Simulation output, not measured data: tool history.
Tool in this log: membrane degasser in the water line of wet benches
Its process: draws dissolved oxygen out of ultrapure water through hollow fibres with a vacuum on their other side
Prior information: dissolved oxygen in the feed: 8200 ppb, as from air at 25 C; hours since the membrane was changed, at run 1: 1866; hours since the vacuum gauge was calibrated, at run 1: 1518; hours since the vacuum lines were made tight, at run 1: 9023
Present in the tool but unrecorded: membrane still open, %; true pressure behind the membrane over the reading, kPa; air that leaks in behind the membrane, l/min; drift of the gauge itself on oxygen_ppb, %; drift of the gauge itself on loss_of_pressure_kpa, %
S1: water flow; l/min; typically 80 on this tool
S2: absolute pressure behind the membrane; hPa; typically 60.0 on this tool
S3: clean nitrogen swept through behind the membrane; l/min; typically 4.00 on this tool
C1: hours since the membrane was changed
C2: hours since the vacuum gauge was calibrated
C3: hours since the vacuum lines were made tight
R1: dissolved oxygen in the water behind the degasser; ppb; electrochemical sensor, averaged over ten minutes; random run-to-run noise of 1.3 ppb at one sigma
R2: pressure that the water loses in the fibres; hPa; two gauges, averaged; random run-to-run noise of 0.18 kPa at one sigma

Run 1, hour 0.0: usual settings; C1 1866; C2 1518; C3 9023. Result: R1 127.5 ppb, R2 347.1 hPa.
Run 2, hour 54.7: usual settings; C1 1921; C2 1573; C3 9078. Result: R1 125.0 ppb, R2 352.6 hPa.
Run 3, hour 108.8: usual settings; C1 1975; C2 1627; C3 9132. Result: R1 126.1 ppb, R2 348.7 hPa.
Run 4, hour 138.3: usual settings; C1 2004; C2 1657; C3 9161. Result: R1 126.7 ppb, R2 348.8 hPa.
Run 5, hour 188.2: usual settings; C1 2054; C2 1707; C3 9211. Result: R1 126.0 ppb, R2 346.7 hPa.
Run 6, hour 218.0: usual settings but S1 78 l/min; C1 2084; C2 1736; C3 9241. Result: R1 124.7 ppb, R2 339.7 hPa.
Run 7, hour 267.4: usual settings but S1 78 l/min; C1 2133; C2 1786; C3 9290. Result: R1 121.4 ppb, R2 337.9 hPa.
Run 8, hour 294.8: usual settings but S1 78 l/min; C1 2161; C2 1813; C3 9318. Result: R1 124.2 ppb, R2 335.9 hPa.
Run 9, hour 320.5: usual settings; C1 2186; C2 1839; C3 9343. Result: R1 126.1 ppb, R2 343.0 hPa.
Run 10, hour 353.8: usual settings; C1 2220; C2 1872; C3 9377. Result: R1 127.6 ppb, R2 347.4 hPa.
Run 11, hour 413.8: usual settings; C1 2280; C2 1932; C3 9437. Result: R1 128.7 ppb, R2 344.1 hPa.
Run 12, hour 440.0: usual settings; C1 2306; C2 1959; C3 9463. Result: R1 126.9 ppb, R2 345.5 hPa.
Run 13, hour 484.3: usual settings; C1 2350; C2 2003; C3 9507. Result: R1 127.3 ppb, R2 342.9 hPa.
Run 14, hour 510.9: usual settings but S1 126 l/min; C1 2377; C2 2029; C3 9534. Result: R1 224.6 ppb, R2 542.6 hPa.
Run 15, hour 536.8: usual settings but S1 126 l/min; C1 2403; C2 2055; C3 9560. Result: R1 229.5 ppb, R2 537.7 hPa.
Run 16, hour 598.5: usual settings but S3 2.23 l/min; C1 2464; C2 2117; C3 9621. Result: R1 204.0 ppb, R2 341.9 hPa.
Run 17, hour 637.7: usual settings but S2 61.2 hPa, S3 10.87 l/min; C1 2503; C2 2156; C3 9660. Result: R1 55.0 ppb, R2 341.5 hPa.
Run 18, hour 674.8: usual settings but S1 117 l/min, S3 10.76 l/min; C1 2541; C2 2193; C3 9698. Result: R1 104.8 ppb, R2 503.2 hPa.
Run 19, hour 713.0: usual settings but S1 101 l/min, S2 148.2 hPa, S3 9.18 l/min; C1 2579; C2 2231; C3 9736. Result: R1 303.1 ppb, R2 430.3 hPa.
Run 20, hour 771.9: usual settings but S1 101 l/min, S2 148.2 hPa, S3 9.18 l/min; C1 2638; C2 2290; C3 9795. Result: R1 307.8 ppb, R2 426.1 hPa.
At hour 799.5: gauge calibrated.
Run 21, hour 800.9: usual settings but S1 57 l/min, S2 148.2 hPa, S3 9.18 l/min; C1 2667; C2 2319; C3 9824. Result: R1 170.3 ppb, R2 252.8 hPa.
Run 22, hour 837.3: usual settings but S1 51 l/min, S2 102.8 hPa, S3 2.16 l/min; C1 2703; C2 2356; C3 9860. Result: R1 356.6 ppb, R2 221.9 hPa.
Run 23, hour 877.0: usual settings but S2 136.8 hPa; C1 2743; C2 2395; C3 9900. Result: R1 455.1 ppb, R2 347.8 hPa.
Run 24, hour 927.8: usual settings but S1 107 l/min, S2 138.2 hPa, S3 7.82 l/min; C1 2794; C2 2446; C3 9951. Result: R1 342.1 ppb, R2 464.3 hPa.
Run 25, hour 968.9: usual settings but S1 122 l/min, S2 38.1 hPa, S3 4.72 l/min; C1 2835; C2 2487; C3 9992. Result: R1 77.5 ppb, R2 531.3 hPa.
Run 26, hour 996.1: usual settings but S1 122 l/min, S2 38.1 hPa, S3 11.64 l/min; C1 2862; C2 2515; C3 10019. Result: R1 58.0 ppb, R2 528.7 hPa.
Run 27, hour 1056.0: usual settings but S1 122 l/min, S2 38.1 hPa, S3 11.64 l/min; C1 2922; C2 2575; C3 10079. Result: R1 56.4 ppb, R2 528.5 hPa.
Run 28, hour 1108.6: usual settings but S1 89 l/min, S2 49.4 hPa, S3 1.98 l/min; C1 2974; C2 2627; C3 10131. Result: R1 156.0 ppb, R2 385.8 hPa.
Run 29, hour 1149.1: usual settings but S1 89 l/min, S2 49.4 hPa, S3 1.98 l/min; C1 3015; C2 2668; C3 10172. Result: R1 157.0 ppb, R2 384.5 hPa.
At hour 1172.0: seals of the vacuum lines changed.
Run 30, hour 1196.8: usual settings but S1 89 l/min, S2 49.4 hPa, S3 1.98 l/min; C1 3061; C2 2713; C3 25. Result: R1 156.4 ppb, R2 381.1 hPa.
Run 31, hour 1237.8: usual settings but S1 89 l/min, S2 49.4 hPa, S3 1.98 l/min; C1 3102; C2 2754; C3 66. Result: R1 153.6 ppb, R2 386.6 hPa.

Difference, measured minus no-hidden-state, one row per run. Run-to-run variation is common to both terms; the gauge's own scatter need not be:
run     R2
  1   +0.0
  2   -0.6
  3   -1.3
  4   -1.7
  5   -2.3
  6   -2.6
  7   -3.2
  8   -3.5
  9   -3.9
 10   -4.4
 11   -5.1
 12   -5.4
 13   -6.0
 14   -9.9
 15  -10.4
 16   -7.3
 17   -7.8
 18  -12.2
 19  -11.1
 20  -12.0
 21   +0.1
 22   -0.2
 23   -0.9
 24   -2.0
 25   -3.1
 26   -3.6
 27   -4.8
 28   -4.2
 29   -4.7
 30   -5.4
 31   -5.9
R1: at most 0.2 ppb away from the measurement, every run.
